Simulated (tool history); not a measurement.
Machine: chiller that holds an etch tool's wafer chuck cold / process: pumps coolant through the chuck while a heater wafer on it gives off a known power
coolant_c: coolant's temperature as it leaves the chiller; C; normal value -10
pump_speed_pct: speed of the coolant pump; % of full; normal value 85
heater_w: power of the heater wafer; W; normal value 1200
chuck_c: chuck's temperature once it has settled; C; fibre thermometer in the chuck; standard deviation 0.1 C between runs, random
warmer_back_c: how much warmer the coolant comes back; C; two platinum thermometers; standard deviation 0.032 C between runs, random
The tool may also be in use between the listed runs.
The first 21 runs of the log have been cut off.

run 22 hour=527.4 | coolant_c=-16 pump_speed_pct=68 heater_w=1033 | chuck_c=-6.4 warmer_back_c=4.67
run 23 hour=555.0 | coolant_c=-16 pump_speed_pct=99 heater_w=814 | chuck_c=-9.9 warmer_back_c=2.40
run 24 hour=578.3 | coolant_c=-16 pump_speed_pct=88 heater_w=1240 | chuck_c=-6.3 warmer_back_c=4.08
run 25 hour=612.5 | coolant_c=-16 pump_speed_pct=88 heater_w=1240 | chuck_c=-6.2 warmer_back_c=4.17
run 26 hour=640.9 | coolant_c=-16 pump_speed_pct=88 heater_w=1240 | chuck_c=-6.3 warmer_back_c=4.21
run 27 hour=672.2 | coolant_c=-16 pump_speed_pct=88 heater_w=1240 | chuck_c=-6.4 warmer_back_c=4.19
-- hour=683.1 coolant changed, channels flushed
run 28 hour=701.8 | coolant_c=-9 pump_speed_pct=90 heater_w=1200 | chuck_c=-0.6 warmer_back_c=3.99
run 29 hour=720.2 | coolant_c=-4 pump_speed_pct=73 heater_w=1554 | chuck_c=8.7 warmer_back_c=6.44
run 30 hour=738.5 | coolant_c=-4 pump_speed_pct=73 heater_w=1554 | chuck_c=8.6 warmer_back_c=6.47
run 31 hour=772.5 | coolant_c=-4 pump_speed_pct=83 heater_w=1161 | chuck_c=4.7 warmer_back_c=4.17
run 32 hour=801.3 | coolant_c=-4 pump_speed_pct=83 heater_w=1161 | chuck_c=4.6 warmer_back_c=4.16

Here are 3 independent what-if runs from the current tool condition. What would each one return?
run A hour=831.2 | coolant_c=-4 pump_speed_pct=83 heater_w=906 | chuck_c=? warmer_back_c=?
run B hour=831.2 | coolant_c=-13 pump_speed_pct=99 heater_w=1251 | chuck_c=? warmer_back_c=?
run C hour=831.2 | coolant_c=-8 pump_speed_pct=66 heater_w=1799 | chuck_c=? warmer_back_c=?

run=A chuck_c=2.9 warmer_back_c=3.29
run=B chuck_c=-4.8 warmer_back_c=3.68
run=C chuck_c=7.7 warmer_back_c=8.38
What these runs would have given with no unlogged condition in the tool:
run=A chuck_c=2.6 warmer_back_c=3.25
run=B chuck_c=-5.1 warmer_back_c=3.63
run=C chuck_c=7.3 warmer_back_c=8.28
